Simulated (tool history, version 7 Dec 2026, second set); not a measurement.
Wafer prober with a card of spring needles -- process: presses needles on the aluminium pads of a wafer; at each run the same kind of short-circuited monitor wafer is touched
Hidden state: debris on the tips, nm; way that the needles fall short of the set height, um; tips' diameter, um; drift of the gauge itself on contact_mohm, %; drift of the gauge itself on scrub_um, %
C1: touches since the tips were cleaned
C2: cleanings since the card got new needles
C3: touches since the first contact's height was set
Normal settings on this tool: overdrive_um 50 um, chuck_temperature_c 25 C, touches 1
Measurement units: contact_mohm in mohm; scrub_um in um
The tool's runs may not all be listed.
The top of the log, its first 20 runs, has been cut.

At hour 426.2: tips cleaned on abrasive film.
At hour 430.3: height of the first contact set anew.
At hour 435.8: tips cleaned on abrasive film.
At hour 444.1: tips cleaned on abrasive film.
Run 21, hour 444.1: usual settings but overdrive_um 35 um, chuck_temperature_c 66 C, touches 2; C1 0; C2 89; C3 6755. Result: contact_mohm 201 mohm, scrub_um 9.80 um.
At hour 453.3: tips cleaned on abrasive film.
At hour 461.8: tips cleaned on abrasive film.
Run 22, hour 461.8: usual settings but chuck_temperature_c 75 C; C1 0; C2 91; C3 15480. Result: contact_mohm 198 mohm, scrub_um 14.16 um.
At hour 471.5: tips cleaned on abrasive film.
At hour 479.7: tips cleaned on abrasive film.
At hour 488.3: tips cleaned on abrasive film.
Run 23, hour 488.3: usual settings but chuck_temperature_c 75 C; C1 0; C2 94; C3 28578. Result: contact_mohm 197 mohm, scrub_um 14.12 um.
At hour 497.6: tips cleaned on abrasive film.
At hour 507.1: tips cleaned on abrasive film.
Run 24, hour 511.1: usual settings but chuck_temperature_c 75 C; C1 2001; C2 96; C3 39840. Result: contact_mohm 200 mohm, scrub_um 14.13 um.
At hour 517.0: tips cleaned on abrasive film.
At hour 525.9: tips cleaned on abrasive film.
Run 25, hour 525.9: usual settings but chuck_temperature_c 83 C; C1 0; C2 98; C3 47135. Result: contact_mohm 204 mohm, scrub_um 14.12 um.
At hour 535.6: tips cleaned on abrasive film.
At hour 545.9: tips cleaned on abrasive film.
Run 26, hour 551.2: usual settings but overdrive_um 58 um, chuck_temperature_c 43 C; C1 2641; C2 100; C3 59614. Result: contact_mohm 190 mohm, scrub_um 16.44 um.
At hour 555.3: tips cleaned on abrasive film.
At hour 564.9: tips cleaned on abrasive film.
Run 27, hour 572.3: usual settings but touches 2; C1 3678; C2 102; C3 70034. Result: contact_mohm 189 mohm, scrub_um 14.17 um.
At hour 573.8: tips cleaned on abrasive film.
At hour 583.1: tips cleaned on abrasive film.
At hour 591.9: tips cleaned on abrasive film.
At hour 600.6: tips cleaned on abrasive film.
Run 28, hour 601.7: usual settings but overdrive_um 68 um, touches 2; C1 562; C2 106; C3 84494. Result: contact_mohm 181 mohm, scrub_um 19.24 um.
At hour 609.8: tips cleaned on abrasive film.
At hour 618.5: tips cleaned on abrasive film.
Run 29, hour 618.5: usual settings but overdrive_um 63 um, chuck_temperature_c 45 C; C1 0; C2 108; C3 92760. Result: contact_mohm 188 mohm, scrub_um 17.81 um.
At hour 627.8: tips cleaned on abrasive film.
At hour 636.8: tips cleaned on abrasive film.
At hour 645.1: tips cleaned on abrasive film.
Run 30, hour 647.4: usual settings but overdrive_um 63 um, chuck_temperature_c 76 C; C1 1158; C2 111; C3 107030. Result: contact_mohm 196 mohm, scrub_um 17.93 um.

Here are 3 independent what-if runs from the current tool condition. What would each one return?
At hour 655.0: tips cleaned on abrasive film.
At hour 664.9: tips cleaned on abrasive film.
Run A, hour 671.2: usual settings but overdrive_um 39 um, chuck_temperature_c 76 C; C1 3153; C2 113; C3 118815. Result: contact_mohm ?, scrub_um ?.
At hour 655.0: tips cleaned on abrasive film.
At hour 664.9: tips cleaned on abrasive film.
Run B, hour 671.2: usual settings but overdrive_um 63 um, chuck_temperature_c 76 C, touches 2; C1 3153; C2 113; C3 118815. Result: contact_mohm ?, scrub_um ?.
At hour 655.0: tips cleaned on abrasive film.
At hour 664.9: tips cleaned on abrasive film.
Run C, hour 671.2: usual settings but overdrive_um 33 um, chuck_temperature_c 76 C; C1 3153; C2 113; C3 118815. Result: contact_mohm ?, scrub_um ?.

run  contact_mohm  scrub_um
  A           203     11.06
  B           193     17.96
  C           211      9.34
Had the tool no hidden state, the same runs would have come out as:
run  contact_mohm  scrub_um
  A           202     10.87
  B           193     17.65
  C           210      9.18

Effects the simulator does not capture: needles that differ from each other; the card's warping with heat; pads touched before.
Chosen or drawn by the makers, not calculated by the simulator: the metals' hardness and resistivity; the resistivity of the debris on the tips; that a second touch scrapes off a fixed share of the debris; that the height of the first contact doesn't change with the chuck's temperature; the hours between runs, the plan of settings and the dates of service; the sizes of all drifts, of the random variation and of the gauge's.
